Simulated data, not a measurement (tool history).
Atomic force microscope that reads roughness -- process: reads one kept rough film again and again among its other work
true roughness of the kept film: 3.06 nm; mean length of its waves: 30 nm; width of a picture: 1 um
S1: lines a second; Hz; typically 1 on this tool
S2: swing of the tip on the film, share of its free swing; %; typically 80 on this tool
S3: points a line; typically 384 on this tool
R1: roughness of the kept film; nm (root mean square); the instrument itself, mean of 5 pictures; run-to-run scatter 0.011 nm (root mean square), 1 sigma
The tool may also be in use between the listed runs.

| run | hour | S1 | S2 | S3 | R1 |
|---|---|---|---|---|---|
| 1 | 0 | 1 | 80 | 384 | 2.061 |
| 2 | 6.9 | 1 | 80 | 384 | 2.041 |
| 3 | 12.7 | 1 | 80 | 384 | 2.026 |
| 4 | 22.6 | 1 | 80 | 384 | 2.006 |
| 5 | 28.3 | 1 | 80 | 579 | 1.982 |
| 6 | 36 | 1 | 80 | 384 | 1.974 |
|  | 37.7 | height scale calibrated on a step standard |
| 7 | 42 | 1.92 | 80 | 384 | 1.857 |
| 8 | 46.3 | 1.98 | 80 | 384 | 1.826 |
| 9 | 55.9 | 1.98 | 79 | 885 | 1.845 |
|  | 62.2 | new tip fitted |
| 10 | 63.1 | 2.84 | 80 | 385 | 2.275 |
| 11 | 67.9 | 0.57 | 56 | 976 | 2.617 |
| 12 | 76.6 | 0.72 | 80 | 384 | 2.487 |
| 13 | 81.3 | 0.99 | 59 | 384 | 2.516 |

Here are 3 independent what-if runs from the current tool condition. What would each one return?
| A | 86 | 1 | 77 | 384 | ? |
| B | 86 | 1.92 | 81 | 319 | ? |
| C | 86 | 1 | 57 | 360 | ? |

| run | R1 |
|---|---|
| A | 2.43 |
| B | 2.275 |
| C | 2.497 |
Had the tool no hidden state, the same runs would have come out as:
| run | R1 |
|---|---|
| A | 2.567 |
| B | 2.404 |
| C | 2.637 |
